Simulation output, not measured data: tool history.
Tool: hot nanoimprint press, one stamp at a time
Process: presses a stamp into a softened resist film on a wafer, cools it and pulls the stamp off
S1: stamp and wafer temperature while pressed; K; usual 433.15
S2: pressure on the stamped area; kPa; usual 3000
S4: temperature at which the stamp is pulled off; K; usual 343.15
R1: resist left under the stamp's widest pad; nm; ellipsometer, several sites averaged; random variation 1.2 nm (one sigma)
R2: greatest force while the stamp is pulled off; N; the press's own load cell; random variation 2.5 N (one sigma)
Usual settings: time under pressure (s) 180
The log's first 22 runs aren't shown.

{"run": 23, "hour": 544.0, "S1": 433.15, "S2": 1980, "time under pressure (s)": 208, "S4": 343.15, "R1": 211.4, "R2": 164}
{"run": 24, "hour": 568.0, "S1": 428.15, "S2": 3000, "time under pressure (s)": 180, "S4": 335.15, "R1": 252.5, "R2": 187}
{"run": 25, "hour": 585.3, "S1": 428.15, "S2": 3000, "time under pressure (s)": 180, "S4": 335.15, "R1": 252.9, "R2": 189}
{"hour": 625.5, "done": "stamp cleaned and given a new release coat"}
{"run": 26, "hour": 625.5, "S1": 428.15, "S2": 3000, "time under pressure (s)": 180, "S4": 335.15, "R1": 253.7, "R2": 124}
{"run": 27, "hour": 641.7, "S1": 428.15, "S2": 3000, "time under pressure (s)": 180, "S4": 335.15, "R1": 253.2, "R2": 130}
{"run": 28, "hour": 665.3, "S1": 428.15, "S2": 3000, "time under pressure (s)": 180, "S4": 335.15, "R1": 255.7, "R2": 132}
{"run": 29, "hour": 693.4, "S1": 428.15, "S2": 3000, "time under pressure (s)": 180, "S4": 335.15, "R1": 253.5, "R2": 134}
{"run": 30, "hour": 717.9, "S1": 428.15, "S2": 3000, "time under pressure (s)": 180, "S4": 335.15, "R1": 253.8, "R2": 139}

3 ways to go on from here, each from the tool as it stands after run 30. What would each give?
{"run": "A", "hour": 754.7, "S1": 428.15, "S2": 4210, "time under pressure (s)": 223, "S4": 350.15, "R1": "?", "R2": "?"}
{"run": "B", "hour": 754.7, "S1": 430.15, "S2": 3000, "time under pressure (s)": 324, "S4": 337.15, "R1": "?", "R2": "?"}
{"run": "C", "hour": 754.7, "S1": 440.15, "S2": 3000, "time under pressure (s)": 114, "S4": 343.15, "R1": "?", "R2": "?"}

run=A R1=207.4 R2=114
run=B R1=179.1 R2=140
run=C R1=151.3 R2=129
Without the tool's hidden state the same runs would have given:
run=A R1=198.0 R2=100
run=B R1=172.0 R2=124
run=C R1=145.5 R2=113
